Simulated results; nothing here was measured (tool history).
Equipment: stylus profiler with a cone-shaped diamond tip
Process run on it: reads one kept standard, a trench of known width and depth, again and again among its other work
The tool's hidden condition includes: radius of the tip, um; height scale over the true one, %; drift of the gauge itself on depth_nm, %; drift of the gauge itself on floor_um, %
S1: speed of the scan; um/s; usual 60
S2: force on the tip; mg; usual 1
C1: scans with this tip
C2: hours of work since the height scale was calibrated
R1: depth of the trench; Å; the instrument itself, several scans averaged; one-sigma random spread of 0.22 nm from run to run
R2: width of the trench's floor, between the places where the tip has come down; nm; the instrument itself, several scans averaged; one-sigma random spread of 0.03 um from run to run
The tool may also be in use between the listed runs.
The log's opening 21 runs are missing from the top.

run   hour   S1    S2    C1   C2       R1     R2
 22  285.3   60  0.74  2516   23  10066.4  24800
 23    299   30     1  2589   32  10076.2  24890
 24  309.5  129  2.75  2644   40  10135.9  24610
     317.6  -- height scale calibrated on a step standard, once more
 25  324.4   19  0.94  2721    5  10068.9  24930
 26  340.4  201  0.85  2806   16  10058.9  23960
 27  356.2   97  0.35  2889   28  10032.6  24210
 28  365.7   60  1.56  2940   34  10093.9  24740
 29  378.6   60  1.56  3008   44  10088.6  24680
 30  390.2   60  1.56  3070   52  10091.8  24660
 31  407.6   45  0.73  3162   64  10056.9  24620
 32  420.4   45  1.78  3230   74  10094.2  24690
 33  432.7  180  0.35  3296   82  10041.8  23430
 34  447.8   28  0.45  3375   93  10041.6  24590
 35  467.3   28  0.45  3479  107  10044.5  24580
 36  479.4   41  2.54  3543  116  10125.3  24600
 37  495.6   41  2.54  3629  127  10128.6  24620
 38  512.2   16  0.44  3717  139  10041.3  24550
 39  529.2   16  0.44  3807  151  10042.6  24530
 40  544.8   18  2.24  3890  162  10112.8  24580
 41  558.1   58  0.37  3961  172  10037.2  24140
 42  571.9   60  0.79  4034  182  10063.6  24230
 43  581.6  124  0.75  4085  189  10060.6  23960
 44    600  124  0.45  4183  202  10044.4  23690
 45  609.5   17  0.41  4233  209  10039.7  24390
 46  628.5   82  1.27  4334  222    10084  24150

Consider 3 possible next runs. They are alternatives, not a sequence: every one starts from the tool as it was left by run 46. What does each give?
  A   637   82  0.49  4379  228   ?   ?
  B   637   82  0.94  4379  228   ?   ?
  C   637  108  1.04  4379  228   ?   ?

run       R1     R2
  A  10042.6  23970
  B  10073.8  24090
  C  10070.2  23970
With no hidden state in the tool, these same runs would have given:
run       R1     R2
  A  10036.3  25490
  B  10067.5  25600
  C  10063.9  25490
